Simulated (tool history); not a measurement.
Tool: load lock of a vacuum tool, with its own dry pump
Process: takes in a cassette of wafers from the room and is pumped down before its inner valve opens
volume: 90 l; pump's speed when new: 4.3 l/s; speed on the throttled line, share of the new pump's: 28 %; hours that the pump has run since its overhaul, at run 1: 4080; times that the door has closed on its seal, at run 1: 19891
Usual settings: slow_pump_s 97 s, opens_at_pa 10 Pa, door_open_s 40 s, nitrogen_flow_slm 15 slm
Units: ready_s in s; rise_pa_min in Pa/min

| run | day | slow_pump_s | opens_at_pa | door_open_s | nitrogen_flow_slm | hours that the pump has run since its overhaul | times that the door has closed on its seal | incoming humidity of the room's air, % | ready_s | rise_pa_min |
|---|---|---|---|---|---|---|---|---|---|---|
| 1 | 0.000 | 97 | 10 | 40 | 15 | 4080 | 19891 | 45.7 | 269.8 | 0.080 |
| 2 | 7.892 | 141 | 10 | 40 | 15 | 4269 | 20759 | 42.9 | 301.8 | 0.089 |
| 3 | 14.258 | 141 | 10 | 40 | 15 | 4422 | 21460 | 45.3 | 304.1 | 0.085 |
| 4 | 18.362 | 141 | 10 | 40 | 15 | 4521 | 21912 | 47.8 | 303.3 | 0.090 |
| 5 | 23.367 | 141 | 10 | 40 | 15 | 4641 | 22462 | 46.7 | 302.5 | 0.090 |
| 6 | 27.292 | 97 | 10 | 40 | 11 | 4735 | 22894 | 47.3 | 270.6 | 0.093 |
| 7 | 33.625 | 97 | 10 | 40 | 11 | 4887 | 23591 | 44.5 | 272.4 | 0.097 |
| 8 | 37.488 | 97 | 10 | 40 | 11 | 4979 | 24016 | 45.3 | 273.1 | 0.102 |
| 9 | 40.842 | 97 | 8 | 40 | 15 | 5060 | 24385 | 46.0 | 276.4 | 0.099 |
| 10 | 47.317 | 97 | 8 | 40 | 15 | 5215 | 25097 | 41.3 | 275.9 | 0.104 |
| 11 | 51.529 | 97 | 8 | 40 | 15 | 5317 | 25561 | 43.4 | 280.1 | 0.110 |
| 12 | 55.704 | 139 | 12 | 81 | 14 | 5417 | 26020 | 46.8 | 299.6 | 0.123 |
| 13 | 62.388 | 78 | 11 | 47 | 7 | 5577 | 26756 | 44.5 | 259.1 | 0.119 |
| 14 | 67.650 | 136 | 10 | 40 | 15 | 5703 | 27334 | 47.0 | 300.1 | 0.122 |
| 15 | 70.938 | 97 | 15 | 60 | 15 | 5782 | 27696 | 47.7 | 262.6 | 0.131 |
| 16 | 75.879 | 71 | 10 | 174 | 11 | 5901 | 28240 | 46.8 | 256.2 | 0.165 |
| 17 | 80.717 | 63 | 12 | 74 | 20 | 6017 | 28773 | 45.4 | 244.6 | 0.140 |
| 18 | 84.467 | 129 | 8 | 40 | 15 | 6107 | 29185 | 47.4 | 303.8 | 0.125 |
| 19 | 90.821 | 100 | 8 | 71 | 13 | 6260 | 29884 | 43.2 | 282.5 | 0.142 |
| 20 | 94.696 | 58 | 15 | 43 | 4 | 6352 | 30310 | 46.3 | 236.8 | 0.146 |
| 21 | 99.442 | 58 | 15 | 43 | 4 | 6466 | 30833 | 46.9 | 238.1 | 0.144 |
| 22 | 105.800 | 69 | 19 | 43 | 10 | 6619 | 31532 | 46.6 | 240.1 | 0.147 |

5 ways to go on from here, each from the tool as it stands after run 22. What would each give?
| A | 111.662 | 97 | 10 | 40 | 12 | 6760 | 32178 | 49.7 | ? | ? |
| B | 111.662 | 114 | 14 | 40 | 15 | 6760 | 32178 | 44.7 | ? | ? |
| C | 111.662 | 50 | 10 | 95 | 14 | 6760 | 32178 | 42.6 | ? | ? |
| D | 111.662 | 69 | 7 | 128 | 9 | 6760 | 32178 | 47.1 | ? | ? |
| E | 111.662 | 126 | 19 | 159 | 10 | 6760 | 32178 | 41.9 | ? | ? |

| run | ready_s | rise_pa_min |
|---|---|---|
| A | 275.6 | 0.150 |
| B | 280.9 | 0.150 |
| C | 242.8 | 0.166 |
| D | 263.3 | 0.184 |
| E | 279.6 | 0.182 |
Without the tool's hidden state the same runs would have given:
| run | ready_s | rise_pa_min |
|---|---|---|
| A | 263.7 | 0.023 |
| B | 269.9 | 0.023 |
| C | 229.6 | 0.041 |
| D | 250.4 | 0.056 |
| E | 269.4 | 0.055 |
